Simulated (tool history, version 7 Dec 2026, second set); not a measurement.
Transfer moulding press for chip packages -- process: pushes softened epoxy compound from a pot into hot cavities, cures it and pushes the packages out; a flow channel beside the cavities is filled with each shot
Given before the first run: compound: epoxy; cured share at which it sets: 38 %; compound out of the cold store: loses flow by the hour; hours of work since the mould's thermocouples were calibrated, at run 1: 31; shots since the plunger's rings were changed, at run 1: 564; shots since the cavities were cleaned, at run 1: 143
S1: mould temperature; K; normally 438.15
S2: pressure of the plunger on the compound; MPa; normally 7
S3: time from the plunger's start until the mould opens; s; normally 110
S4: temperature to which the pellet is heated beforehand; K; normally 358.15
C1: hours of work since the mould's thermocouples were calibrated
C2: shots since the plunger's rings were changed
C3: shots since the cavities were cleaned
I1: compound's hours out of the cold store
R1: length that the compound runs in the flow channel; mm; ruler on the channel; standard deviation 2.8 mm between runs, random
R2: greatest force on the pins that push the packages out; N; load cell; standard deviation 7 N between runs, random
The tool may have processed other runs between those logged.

run	hour	S1	S2	S3	S4	C1	C2	C3	I1	R1	R2
1	0	438.15	7	110	358.15	31	564	143	35.6	807	357
2	6.4	438.15	7	110	363.15	34	609	188	16.9	847	383
3	14.2	438.15	7	110	363.15	38	663	242	37.9	802	413
4	23	438.15	7	110	358.15	42	723	302	23.8	830	443
5	29.9	438.15	7	110	358.15	45	771	350	25.7	835	452
6	34.1	438.15	7	110	358.15	47	801	380	29.5	824	473
7	39.9	438.15	7	110	358.15	49	841	420	31.3	816	480
8	47.2	438.15	7	110	358.15	53	892	471	14.5	856	496
9	52.6	438.15	7	110	358.15	55	930	509	25.9	830	504
10	60.4	438.15	7	110	358.15	59	984	563	9.4	865	522
11	69.5	436.15	7	110	358.15	63	1047	626	27	832	590
# hour 75.9: cavities cleaned with cleaning compound and waxed
12	76.8	436.15	7	110	360.15	65	1087	6	8.5	874	336
13	86.1	438.15	7	110	358.15	69	1152	71	27.5	821	337
14	91.6	438.15	6.85	110	358.15	72	1190	109	40.9	788	346

Estimate the outcome of run 15 from the log above:
15	97	437.15	7.87	104	357.15	74	1228	147	47.2	?	?

{"run 15": {"R1": 829, "R2": 419}}
The same run, on a tool lacking any hidden state, would have yielded R1 838 mm, R2 332 N.

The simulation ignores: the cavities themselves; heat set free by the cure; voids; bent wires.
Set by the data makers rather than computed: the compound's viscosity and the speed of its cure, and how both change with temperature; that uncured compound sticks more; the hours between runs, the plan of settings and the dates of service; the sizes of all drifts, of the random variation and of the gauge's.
